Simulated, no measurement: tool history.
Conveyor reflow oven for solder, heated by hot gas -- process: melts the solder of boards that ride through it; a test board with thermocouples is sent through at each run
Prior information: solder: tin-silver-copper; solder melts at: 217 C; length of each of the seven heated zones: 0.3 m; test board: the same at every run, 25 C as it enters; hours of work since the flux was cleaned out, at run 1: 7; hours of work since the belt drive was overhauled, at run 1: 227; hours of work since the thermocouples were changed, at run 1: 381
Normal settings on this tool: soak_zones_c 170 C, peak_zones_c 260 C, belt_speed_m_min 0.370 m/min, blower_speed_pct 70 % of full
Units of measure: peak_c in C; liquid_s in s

run	day	soak_zones_c	peak_zones_c	belt_speed_m_min	blower_speed_pct	hours of work since the flux was cleaned out	hours of work since the belt drive was overhauled	hours of work since the thermocouples were changed	peak_c	liquid_s
1	0.000	170	260	0.370	70	7	227	381	247.5	68.0
2	0.492	170	260	0.370	70	12	232	386	247.5	66.9
3	0.979	170	260	0.370	70	18	238	391	247.0	66.3
4	1.471	170	260	0.370	70	23	243	397	247.2	67.2
5	1.875	170	260	0.370	70	27	247	401	247.2	67.1
6	2.133	170	260	0.370	70	30	250	404	247.0	67.5
7	2.433	170	260	0.370	70	33	253	407	247.2	67.7
8	2.758	170	260	0.370	70	37	257	410	247.1	67.4
9	3.083	182	260	0.370	70	40	260	414	249.4	74.4
10	3.350	182	260	0.370	70	43	263	417	249.4	75.6
11	3.725	182	260	0.370	70	47	267	421	248.5	76.9
12	4.062	182	260	0.370	59	51	271	424	246.8	71.5
13	4.558	170	260	0.370	70	56	276	430	246.8	67.1
# day 4.767: belt drive overhauled, speed set with a stopwatch
14	4.988	168	260	0.370	75	59	2	433	247.7	67.3
15	5.504	158	270	0.418	75	64	8	438	251.3	58.9
16	5.833	161	249	0.418	75	68	11	442	233.2	38.6
17	6.058	170	271	0.435	56	70	14	444	246.3	53.4
18	6.342	170	260	0.305	81	73	17	447	254.2	93.6
19	6.725	170	260	0.305	81	77	21	451	253.3	93.0
# day 7.121: belt drive overhauled, speed set with a stopwatch, once more
20	7.121	170	260	0.305	81	80	0	454	253.7	92.2
21	7.525	162	260	0.376	70	84	4	458	245.3	60.5
22	8.029	162	253	0.376	70	90	10	463	239.0	52.0
23	8.379	162	251	0.375	70	93	13	467	237.4	49.5
24	8.767	162	251	0.375	70	97	18	471	236.5	50.1
25	9.300	162	251	0.375	70	103	23	477	237.0	49.2

Alternative continuations, all from the tool just after run 25; predict every row:
A	9.612	181	251	0.375	71	106	27	480	?	?
B	9.612	164	251	0.375	85	106	27	480	?	?
C	9.612	158	251	0.375	70	106	27	480	?	?

run	peak_c	liquid_s
A	240.4	63.8
B	240.8	57.0
C	236.4	46.9
Take away the tool's hidden state, keep each run's random variation, and the runs would have read:
run	peak_c	liquid_s
A	239.6	63.4
B	240.2	56.8
C	235.8	46.6

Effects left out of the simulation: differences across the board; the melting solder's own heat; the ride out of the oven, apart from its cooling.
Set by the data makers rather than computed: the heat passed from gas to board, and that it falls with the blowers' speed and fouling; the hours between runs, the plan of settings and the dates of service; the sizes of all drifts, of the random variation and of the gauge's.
